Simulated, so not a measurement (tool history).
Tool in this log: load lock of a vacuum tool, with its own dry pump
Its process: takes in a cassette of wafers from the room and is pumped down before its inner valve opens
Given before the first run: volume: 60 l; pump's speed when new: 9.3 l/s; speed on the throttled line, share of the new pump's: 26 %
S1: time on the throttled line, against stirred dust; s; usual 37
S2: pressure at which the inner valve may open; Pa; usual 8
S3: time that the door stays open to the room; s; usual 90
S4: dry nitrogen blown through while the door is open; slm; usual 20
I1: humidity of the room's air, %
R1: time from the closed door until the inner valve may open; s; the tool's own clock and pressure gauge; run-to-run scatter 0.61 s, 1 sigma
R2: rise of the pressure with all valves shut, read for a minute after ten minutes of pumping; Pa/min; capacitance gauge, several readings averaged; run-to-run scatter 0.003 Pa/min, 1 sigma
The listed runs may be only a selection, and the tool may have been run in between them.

Run 1, hour 0: usual settings; I1 49.3. Result: R1 96.3 s, R2 0.039 Pa/min.
Run 2, hour 203.7: usual settings but S4 4 slm; I1 41.7. Result: R1 95.9 s, R2 0.067 Pa/min.
Run 3, hour 517.5: usual settings but S4 4 slm; I1 38.8. Result: R1 95.8 s, R2 0.06 Pa/min.
Run 4, hour 836.6: usual settings but S4 4 slm; I1 42.7. Result: R1 96.3 s, R2 0.073 Pa/min.
Run 5, hour 1215.2: usual settings; I1 46.3. Result: R1 96.3 s, R2 0.066 Pa/min.
Run 6, hour 1629.1: usual settings; I1 43.7. Result: R1 97.4 s, R2 0.076 Pa/min.
Run 7, hour 1836.4: usual settings; I1 46. Result: R1 97.7 s, R2 0.085 Pa/min.
Run 8, hour 2115: usual settings; I1 44.3. Result: R1 96.8 s, R2 0.093 Pa/min.
Run 9, hour 2441.2: usual settings but S1 59 s; I1 41.6. Result: R1 112.2 s, R2 0.102 Pa/min.
Run 10, hour 2666.2: usual settings but S1 32 s, S4 35 slm; I1 46.6. Result: R1 94 s, R2 0.111 Pa/min.
Run 11, hour 2875.6: usual settings but S1 32 s, S4 35 slm; I1 41.7. Result: R1 93.1 s, R2 0.123 Pa/min.
Run 12, hour 3219.2: usual settings but S1 32 s, S2 12 Pa, S4 12 slm; I1 44.4. Result: R1 91.8 s, R2 0.16 Pa/min.
Run 13, hour 3587.1: usual settings but S1 19 s, S2 12 Pa, S3 82 s, S4 21 slm; I1 43.5. Result: R1 81.9 s, R2 0.162 Pa/min.
Run 14, hour 4027.2: usual settings but S1 19 s, S2 12 Pa, S3 82 s, S4 21 slm; I1 45.5. Result: R1 81.9 s, R2 0.188 Pa/min.

Consider 5 possible next runs. They are alternatives, not a sequence: every one starts from the tool as it was left by run 14. What does each give?
Run A, hour 4510: usual settings but S1 21 s, S2 7 Pa, S3 201 s, S4 21 slm; I1 46.7. Result: R1 ?, R2 ?.
Run B, hour 4510: usual settings but S1 34 s, S3 230 s, S4 6 slm; I1 44.4. Result: R1 ?, R2 ?.
Run C, hour 4510: usual settings but S1 19 s, S2 12 Pa, S3 50 s, S4 21 slm; I1 41.6. Result: R1 ?, R2 ?.
Run D, hour 4510: usual settings but S1 19 s, S2 12 Pa, S3 226 s, S4 34 slm; I1 48. Result: R1 ?, R2 ?.
Run E, hour 4510: usual settings but S1 22 s, S4 15 slm; I1 45. Result: R1 ?, R2 ?.

run    R1     R2
  A  90.3  0.248
  B  96.4  0.274
  C  83.2  0.208
  D  84.7  0.235
  E  88.7   0.23
Had the tool no hidden state, the same runs would have come out as:
run    R1     R2
  A  79.7   0.06
  B  86.7  0.088
  C  73.3  0.022
  D  74.7  0.051
  E  78.4  0.042
